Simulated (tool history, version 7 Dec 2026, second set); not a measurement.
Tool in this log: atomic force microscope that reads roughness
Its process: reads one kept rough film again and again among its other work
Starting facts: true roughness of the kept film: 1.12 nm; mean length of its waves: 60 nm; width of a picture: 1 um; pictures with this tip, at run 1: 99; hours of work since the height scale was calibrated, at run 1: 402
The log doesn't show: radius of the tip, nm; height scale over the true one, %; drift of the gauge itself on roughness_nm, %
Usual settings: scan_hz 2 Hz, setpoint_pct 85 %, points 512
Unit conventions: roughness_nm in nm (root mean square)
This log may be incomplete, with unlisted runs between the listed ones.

run    hour  scan_hz  setpoint_pct  points  pictures with this tip  hours of work since the height scale was calibrated  roughness_nm
  1       0        2            85     512                      99                                                  402         0.885
  2    62.3        2            85     512                     159                                                  430         0.878
  3   117.8        2            85     512                     213                                                  455         0.886
  4   178.7        2            85     872                     272                                                  483         0.876
        239  -- new tip fitted
  5   239.9        2            85     872                       0                                                  511          0.89
  6   283.2        2            85     872                      42                                                  530         0.895
  7   339.8        2            85     872                      97                                                  556         0.886
  8   393.9        2            85     872                     149                                                  581         0.885
  9     468        2            85     872                     221                                                  614         0.878
 10   541.4        2            85     872                     292                                                  647         0.874
 11   577.6        2            85     512                     327                                                  664         0.878
      583.2  -- new tip fitted
 12   639.4        2            85     512                      54                                                  692         0.888
 13   683.3      0.7            85     512                      97                                                  712         1.011
 14   761.6     0.85            85     512                     172                                                  747         0.992
 15   801.4     0.85            85     512                     211                                                  765         0.983
 16   878.3        2            85     512                     285                                                  800         0.877
 17   914.4     0.88            85     512                     320                                                  817         0.975
      929.1  -- new tip fitted
 18     976        2            85     512                      45                                                  844         0.881
 19    1027        2            85     512                      94                                                  867         0.866
 20  1111.4        2            85     408                     176                                                  906          0.88
 21  1174.4        2            62     512                     237                                                  934         1.018
 22  1257.7        2            62     512                     318                                                  972         0.998
     1275.9  -- new tip fitted
 23  1325.6        2            85     512                      48                                                 1003         0.881
 24  1372.9     1.21            85     512                      93                                                 1024         0.954
 25  1444.4        2            89     512                     163                                                 1057         0.849
 26  1480.4        2            62     512                     197                                                 1073         1.011
 27  1554.3        2            61     317                     269                                                 1106         1.015
 28  1589.6        2            61     317                     303                                                 1122         1.009
     1621.2  -- new tip fitted
 29  1640.7        2            61     317                      19                                                 1145         1.031
 30  1706.6        2            61     317                      83                                                 1175         1.012
 31  1771.9        2            85     461                     146                                                 1205         0.877
 32  1851.1        2            85     402                     222                                                 1241         0.863
 33  1913.6        2            64     384                     283                                                 1269         0.992
     1966.5  -- new tip fitted
 34  1974.6        2            64     384                       7                                                 1297         1.005
 35  2013.7     1.83            82     752                      45                                                 1314         0.921
 36  2049.8     1.83            82     752                      80                                                 1331         0.912
     2109.9  -- height scale calibrated on a step standard
 37  2119.4     1.83            82     752                     146                                                    4         0.937
 38  2175.2     1.74            85     600                     200                                                   30         0.918
 39  2251.9     0.76            65     512                     275                                                   64         1.056
       2310  -- new tip fitted
 40  2314.8     1.33            60     662                       5                                                   93          1.07
 41  2384.6     3.24            73     512                      72                                                  124         0.911
 42  2430.6     3.24            73     512                     117                                                  145         0.915
 43  2491.1     1.68            73     679                     175                                                  173             1
 44  2563.8     1.68            73     679                     246                                                  206         0.985
 45  2635.6     0.57            85     415                     315                                                  238         1.014
     2655.3  -- new tip fitted
 46  2702.8     0.96            58     341                      46                                                  269         1.076
 47  2760.3      3.6            65     261                     101                                                  295         0.957
 48  2824.2        2            85     910                     163                                                  324         0.892
 49  2863.7        2            80     910                     201                                                  342         0.922
 50  2925.3     0.87            58     280                     261                                                  370         1.064
 51  2989.6     3.72            67     939                     323                                                  399         0.922
     3002.7  -- new tip fitted
 52  3051.5     3.72            67     939                      47                                                  427         0.948

Hidden state at the last listed run before each entry between runs and at the first one after, where it differs:
Runs 4 to 5: new tip fitted (hour 239)
  radius of the tip, nm: 21 -> 7.8; height scale over the true one, %: -0.68 -> -0.72
  measured result minus the result with no hidden state, roughness_nm: -0.021 -> -0.007 nm (root mean square)
Runs 11 to 12: new tip fitted (hour 583.2)
  radius of the tip, nm: 25.4 -> 10.1; height scale over the true one, %: -0.93 -> -0.97
  measured result minus the result with no hidden state, roughness_nm: -0.028 -> -0.012 nm (root mean square)
Runs 17 to 18: new tip fitted (hour 929.1)
  radius of the tip, nm: 24.3 -> 9.6; height scale over the true one, %: -1.15 -> -1.19
  measured result minus the result with no hidden state, roughness_nm: -0.032 -> -0.014 nm (root mean square)
Runs 22 to 23: new tip fitted (hour 1275.9)
  radius of the tip, nm: 24.1 -> 10.1; height scale over the true one, %: -1.37 -> -1.41
  measured result minus the result with no hidden state, roughness_nm: -0.035 -> -0.016 nm (root mean square)
Runs 28 to 29: new tip fitted (hour 1621.2)
  radius of the tip, nm: 23.7 -> 8.1; height scale over the true one, %: -1.58 -> -1.62
  measured result minus the result with no hidden state, roughness_nm: -0.037 -> -0.019 nm (root mean square)
Runs 33 to 34: new tip fitted (hour 1966.5)
  radius of the tip, nm: 22.2 -> 7.5; height scale over the true one, %: -1.8 -> -1.85
  measured result minus the result with no hidden state, roughness_nm: -0.037 -> -0.02 nm (root mean square)
Runs 36 to 37: height scale calibrated on a step standard (hour 2109.9)
  radius of the tip, nm: 11.2 -> 14.6; height scale over the true one, %: -1.89 -> -0.07
  measured result minus the result with no hidden state, roughness_nm: -0.023 -> -0.009 nm (root mean square)
Runs 39 to 40: new tip fitted (hour 2310)
  radius of the tip, nm: 21.5 -> 7.8; height scale over the true one, %: -0.15 -> -0.19
  measured result minus the result with no hidden state, roughness_nm: -0.02 -> -0.003 nm (root mean square)
Runs 45 to 46: new tip fitted (hour 2655.3)
  radius of the tip, nm: 23.6 -> 9.5; height scale over the true one, %: -0.4 -> -0.44
  measured result minus the result with no hidden state, roughness_nm: -0.024 -> -0.008 nm (root mean square)
Runs 51 to 52: new tip fitted (hour 3002.7)
  radius of the tip, nm: 24 -> 10.3; height scale over the true one, %: -0.62 -> -0.66
  measured result minus the result with no hidden state, roughness_nm: -0.025 -> -0.01 nm (root mean square)

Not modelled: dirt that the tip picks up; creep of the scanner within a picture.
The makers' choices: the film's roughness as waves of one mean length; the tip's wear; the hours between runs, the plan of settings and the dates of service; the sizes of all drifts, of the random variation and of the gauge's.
